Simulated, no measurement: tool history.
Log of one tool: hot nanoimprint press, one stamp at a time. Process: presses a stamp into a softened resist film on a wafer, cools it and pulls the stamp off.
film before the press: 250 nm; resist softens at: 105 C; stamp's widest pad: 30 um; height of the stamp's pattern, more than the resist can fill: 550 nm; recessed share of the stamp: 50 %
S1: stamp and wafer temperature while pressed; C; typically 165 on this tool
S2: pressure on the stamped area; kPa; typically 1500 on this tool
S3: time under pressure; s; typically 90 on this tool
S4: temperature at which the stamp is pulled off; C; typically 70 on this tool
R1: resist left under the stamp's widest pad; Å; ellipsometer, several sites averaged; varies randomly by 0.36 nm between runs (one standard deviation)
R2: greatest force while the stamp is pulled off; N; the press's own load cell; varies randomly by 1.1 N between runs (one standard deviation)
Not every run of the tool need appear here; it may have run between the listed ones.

{"run": 1, "day": 0.0, "S1": 165, "S2": 1500, "S3": 90, "S4": 70, "R1": 1138, "R2": 150}
{"run": 2, "day": 1.342, "S1": 165, "S2": 1500, "S3": 90, "S4": 70, "R1": 1131, "R2": 149}
{"run": 3, "day": 2.212, "S1": 165, "S2": 1500, "S3": 90, "S4": 70, "R1": 1141, "R2": 149}
{"run": 4, "day": 4.133, "S1": 165, "S2": 1500, "S3": 90, "S4": 70, "R1": 1133, "R2": 150}
{"run": 5, "day": 6.212, "S1": 165, "S2": 1500, "S3": 90, "S4": 70, "R1": 1137, "R2": 152}
{"day": 7.458, "done": "stamp cleaned and given a new release coat"}
{"day": 8.267, "done": "plate thermocouple calibrated"}
{"run": 6, "day": 8.667, "S1": 165, "S2": 1500, "S3": 90, "S4": 70, "R1": 1139, "R2": 149}
{"run": 7, "day": 10.212, "S1": 165, "S2": 1500, "S3": 90, "S4": 70, "R1": 1148, "R2": 148}
{"run": 8, "day": 11.738, "S1": 165, "S2": 1500, "S3": 90, "S4": 70, "R1": 1145, "R2": 150}
{"run": 9, "day": 13.679, "S1": 165, "S2": 1500, "S3": 90, "S4": 70, "R1": 1153, "R2": 150}
{"run": 10, "day": 14.783, "S1": 165, "S2": 1500, "S3": 90, "S4": 70, "R1": 1142, "R2": 152}
{"run": 11, "day": 16.45, "S1": 165, "S2": 1500, "S3": 90, "S4": 67, "R1": 1145, "R2": 162}
{"run": 12, "day": 17.942, "S1": 165, "S2": 1500, "S3": 90, "S4": 67, "R1": 1150, "R2": 161}
{"run": 13, "day": 19.029, "S1": 159, "S2": 1200, "S3": 167, "S4": 56, "R1": 1405, "R2": 207}
{"run": 14, "day": 20.967, "S1": 158, "S2": 1670, "S3": 74, "S4": 57, "R1": 1600, "R2": 204}
{"day": 21.558, "done": "stamp cleaned and given a new release coat"}
{"run": 15, "day": 22.554, "S1": 169, "S2": 1380, "S3": 90, "S4": 56, "R1": 994, "R2": 207}
{"run": 16, "day": 23.829, "S1": 172, "S2": 1500, "S3": 90, "S4": 69, "R1": 824, "R2": 153}
{"day": 25.471, "done": "press's hydraulic seals changed and the load cell set to zero"}
{"run": 17, "day": 25.808, "S1": 172, "S2": 1500, "S3": 90, "S4": 69, "R1": 828, "R2": 155}
{"run": 18, "day": 27.154, "S1": 172, "S2": 1500, "S3": 90, "S4": 69, "R1": 831, "R2": 155}
{"run": 19, "day": 29.196, "S1": 158, "S2": 1390, "S3": 88, "S4": 64, "R1": 1654, "R2": 173}
{"day": 29.517, "done": "plate thermocouple calibrated"}
{"run": 20, "day": 31.029, "S1": 162, "S2": 1500, "S3": 47, "S4": 60, "R1": 1606, "R2": 189}
{"day": 31.558, "done": "gauge calibrated"}
{"run": 21, "day": 31.967, "S1": 165, "S2": 1500, "S3": 106, "S4": 68, "R1": 1068, "R2": 159}

Branching from run 21: 3 alternative next runs. What would each branch give?
{"run": "A", "day": 33.604, "S1": 163, "S2": 2240, "S3": 54, "S4": 68, "R1": "?", "R2": "?"}
{"run": "B", "day": 33.604, "S1": 165, "S2": 990, "S3": 106, "S4": 68, "R1": "?", "R2": "?"}
{"run": "C", "day": 33.604, "S1": 155, "S2": 1500, "S3": 90, "S4": 70, "R1": "?", "R2": "?"}

run=A R1=1206 R2=159
run=B R1=1331 R2=160
run=C R1=1777 R2=151
What these runs would have given with no unlogged condition in the tool:
run=A R1=1204 R2=159
run=B R1=1329 R2=160
run=C R1=1774 R2=151
